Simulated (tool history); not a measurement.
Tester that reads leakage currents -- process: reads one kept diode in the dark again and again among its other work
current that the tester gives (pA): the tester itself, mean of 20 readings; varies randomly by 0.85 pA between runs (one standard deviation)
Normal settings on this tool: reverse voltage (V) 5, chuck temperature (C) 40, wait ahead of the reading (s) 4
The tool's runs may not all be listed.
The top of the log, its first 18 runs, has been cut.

run	hour	reverse voltage (V)	chuck temperature (C)	wait ahead of the reading (s)	hours of work since the probe card was cleaned	hours of work since the tester was calibrated	hours of work since the chuck was calibrated	current that the tester gives (pA)
19	482.3	5	40	4	1092	1771	1166	315.57
20	497.4	5	40	1.15	1104	1782	1178	314.9
21	530.9	5	40	1.15	1129	1808	1204	316.53
22	555.9	5	40	3.57	1148	1827	1223	315.21
23	579.5	5	27	5.43	1167	1845	1241	101.7
24	594.1	8.34	25	0.44	1178	1856	1252	117.05
25	608.7	8.34	56	0.97	1189	1868	1263	1511.98
26	644.3	1.86	56	0.97	1216	1895	1291	703.35
27	659.7	5	46	0.52	1228	1907	1303	528.67
28	679.5	1.78	21	0.42	1243	1922	1318	35.23
29	714.6	10.78	52	2.98	1270	1949	1345	1264.13
30	734	10.78	52	2.98	1285	1964	1360	1270.9
31	763.3	3.99	31	0.65	1308	1986	1382	132.47
# hour 791.2: chuck's temperature calibrated
32	791.2	11.88	21	8.05	1327	2006	0	86.05
33	813.8	1.28	21	8.05	1345	2023	17	25.08
34	837.2	5	45	2.38	1363	2041	35	429.96
35	852.4	5	45	2.38	1374	2053	47	431.11
36	888.4	5	47	3.04	1402	2081	75	508.07
37	918.8	5	47	3.04	1425	2104	98	510.95
38	945.7	9.67	22	3.53	1446	2125	118	85.24
39	963.5	9.67	22	3.53	1459	2138	132	85.39

Here are 3 independent what-if runs from the current tool condition. What would each one return?
A	978.7	4.95	22	3.53	1471	2150	144	?
B	978.7	2.04	22	3.53	1471	2150	144	?
C	978.7	1.03	22	0.38	1471	2150	144	?

run	current that the tester gives (pA)
A	58.65
B	36.2
C	25.63
Without the tool's unlogged condition, the same runs would have read:
run	current that the tester gives (pA)
A	54.32
B	34.58
C	24.92
